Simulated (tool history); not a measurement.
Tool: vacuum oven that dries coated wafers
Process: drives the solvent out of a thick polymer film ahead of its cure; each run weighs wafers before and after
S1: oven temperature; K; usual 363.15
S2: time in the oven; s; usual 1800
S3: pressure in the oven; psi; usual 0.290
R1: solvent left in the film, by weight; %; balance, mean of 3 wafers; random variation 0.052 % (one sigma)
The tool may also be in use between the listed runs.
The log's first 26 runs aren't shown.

run    hour      S1    S2     S3    R1
 27  1456.9  363.15  1980  1.156  3.31
 28  1512.2  371.15  1740  0.564  1.16
 29  1575.6  373.15  2100  0.950  1.48
 30  1614.6  373.15  2100  0.950  1.48
 31  1668.0  373.15  2100  0.950  1.56
 32  1700.9  363.15  1800  0.374  1.93
 33  1761.3  362.15  2700  0.598  1.83
     1773.7  -- oven's thermocouples calibrated
 34  1821.1  362.15  2700  0.598  1.51

Forecast each of these 3 alternatives for the next run:
  A  1854.9  368.15  1200  0.354   ?
  B  1854.9  362.15  2700  0.779   ?
  C  1854.9  364.15   900  0.205   ?

run    R1
  A  1.66
  B  1.94
  C  3.46
Without the tool's hidden state the same runs would have given:
run    R1
  A  1.62
  B  1.90
  C  3.42

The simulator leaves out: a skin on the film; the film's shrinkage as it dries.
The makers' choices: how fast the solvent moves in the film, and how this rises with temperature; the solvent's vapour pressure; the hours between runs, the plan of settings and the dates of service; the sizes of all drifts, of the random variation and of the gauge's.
